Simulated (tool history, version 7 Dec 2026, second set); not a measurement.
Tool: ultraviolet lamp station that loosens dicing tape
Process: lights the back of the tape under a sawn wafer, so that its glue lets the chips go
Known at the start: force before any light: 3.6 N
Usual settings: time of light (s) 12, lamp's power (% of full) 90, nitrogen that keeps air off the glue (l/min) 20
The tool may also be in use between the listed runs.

| run | hour | time of light (s) | lamp's power (% of full) | nitrogen that keeps air off the glue (l/min) | force that peels the tape off (N) | light that reached the tape (J/m2) |
|---|---|---|---|---|---|---|
| 1 | 0.0 | 12 | 90 | 20 | 0.389 | 2000 |
| 2 | 51.9 | 12 | 90 | 20 | 0.408 | 1950 |
|  | 60.9 | window cleaned of glue's vapour |
| 3 | 92.1 | 12 | 91 | 20 | 0.469 | 1720 |
| 4 | 145.8 | 12 | 90 | 20 | 0.503 | 1680 |
| 5 | 187.4 | 12 | 64 | 20 | 0.843 | 1210 |
| 6 | 238.3 | 12 | 64 | 19 | 0.890 | 1110 |
| 7 | 294.5 | 12 | 64 | 19 | 0.868 | 1100 |
|  | 318.7 | window cleaned of glue's vapour, once more |
| 8 | 330.2 | 12 | 64 | 19 | 0.576 | 1530 |
| 9 | 381.2 | 12 | 64 | 19 | 0.602 | 1550 |
| 10 | 429.6 | 12 | 64 | 19 | 0.623 | 1530 |
| 11 | 479.8 | 12 | 64 | 19 | 0.623 | 1490 |
| 12 | 502.7 | 12 | 90 | 6 | 0.761 | 2040 |
| 13 | 554.4 | 12 | 90 | 6 | 0.819 | 1990 |
| 14 | 599.1 | 12 | 90 | 6 | 0.817 | 1960 |
| 15 | 641.1 | 12 | 90 | 6 | 0.838 | 1940 |
| 16 | 694.9 | 12 | 90 | 9 | 0.710 | 1900 |
| 17 | 748.9 | 12 | 79 | 20 | 0.525 | 1640 |
| 18 | 774.5 | 12 | 79 | 20 | 0.536 | 1600 |
| 19 | 820.9 | 21 | 79 | 20 | 0.253 | 2700 |
| 20 | 856.0 | 21 | 79 | 20 | 0.266 | 2720 |
| 21 | 911.3 | 9 | 90 | 20 | 0.743 | 1310 |
|  | 947.2 | lamp changed |
| 22 | 950.5 | 9 | 90 | 20 | 0.478 | 1740 |
| 23 | 999.4 | 10 | 90 | 7 | 0.807 | 1890 |
| 24 | 1030.6 | 17 | 60 | 10 | 0.557 | 2090 |
| 25 | 1082.9 | 17 | 60 | 10 | 0.559 | 2090 |
| 26 | 1111.1 | 17 | 60 | 10 | 0.560 | 2060 |
| 27 | 1145.6 | 17 | 60 | 10 | 0.585 | 2000 |
| 28 | 1192.3 | 17 | 60 | 10 | 0.604 | 2000 |
| 29 | 1216.6 | 12 | 93 | 12 | 0.474 | 2130 |
| 30 | 1262.0 | 11 | 90 | 12 | 0.564 | 1900 |
|  | 1295.3 | window cleaned of glue's vapour |
| 31 | 1319.6 | 17 | 67 | 26 | 0.238 | 2530 |
| 32 | 1347.1 | 12 | 74 | 20 | 0.416 | 2010 |
| 33 | 1387.1 | 12 | 74 | 20 | 0.397 | 1900 |
| 34 | 1414.9 | 12 | 74 | 20 | 0.420 | 1950 |
| 35 | 1446.1 | 12 | 75 | 35 | 0.312 | 1930 |
| 36 | 1483.1 | 12 | 75 | 35 | 0.317 | 1900 |
| 37 | 1523.1 | 12 | 75 | 35 | 0.319 | 1860 |
| 38 | 1548.3 | 21 | 75 | 6 | 0.375 | 3260 |
| 39 | 1572.5 | 21 | 77 | 7 | 0.349 | 3310 |
| 40 | 1622.1 | 10 | 90 | 6 | 0.911 | 1800 |
| 41 | 1669.3 | 13 | 71 | 12 | 0.632 | 1820 |
| 42 | 1704.1 | 12 | 64 | 11 | 0.831 | 1470 |
| 43 | 1742.5 | 12 | 64 | 20 | 0.612 | 1460 |
| 44 | 1785.2 | 12 | 72 | 10 | 0.813 | 1590 |

The same runs without the tool's hidden state, with the same run-to-run variation:
The hidden state here: lamp's light, % of a new lamp's; light that the window lets through, % of a clean one's; drift of the gauge itself on peel_n, %; drift of the gauge itself on dose_mj_cm2, %.
| run | force that peels the tape off (N) | light that reached the tape (J/m2) |
|---|---|---|
| 1 | 0.267 | 2620 |
| 2 | 0.273 | 2620 |
| 3 | 0.255 | 2630 |
| 4 | 0.266 | 2620 |
| 5 | 0.431 | 1910 |
| 6 | 0.450 | 1830 |
| 7 | 0.421 | 1840 |
| 8 | 0.439 | 1830 |
| 9 | 0.446 | 1890 |
| 10 | 0.449 | 1900 |
| 11 | 0.435 | 1890 |
| 12 | 0.534 | 2620 |
| 13 | 0.558 | 2610 |
| 14 | 0.544 | 2610 |
| 15 | 0.546 | 2630 |
| 16 | 0.439 | 2640 |
| 17 | 0.314 | 2330 |
| 18 | 0.316 | 2300 |
| 19 | 0.193 | 3990 |
| 20 | 0.199 | 4060 |
| 21 | 0.398 | 1990 |
| 22 | 0.394 | 1970 |
| 23 | 0.662 | 2180 |
| 24 | 0.441 | 2450 |
| 25 | 0.430 | 2490 |
| 26 | 0.424 | 2480 |
| 27 | 0.432 | 2450 |
| 28 | 0.434 | 2490 |
| 29 | 0.338 | 2680 |
| 30 | 0.387 | 2430 |
| 31 | 0.220 | 2750 |
| 32 | 0.363 | 2200 |
| 33 | 0.338 | 2110 |
| 34 | 0.352 | 2190 |
| 35 | 0.266 | 2200 |
| 36 | 0.265 | 2190 |
| 37 | 0.259 | 2180 |
| 38 | 0.292 | 3860 |
| 39 | 0.273 | 3950 |
| 40 | 0.707 | 2190 |
| 41 | 0.460 | 2250 |
| 42 | 0.606 | 1850 |
| 43 | 0.424 | 1860 |
| 44 | 0.562 | 2070 |
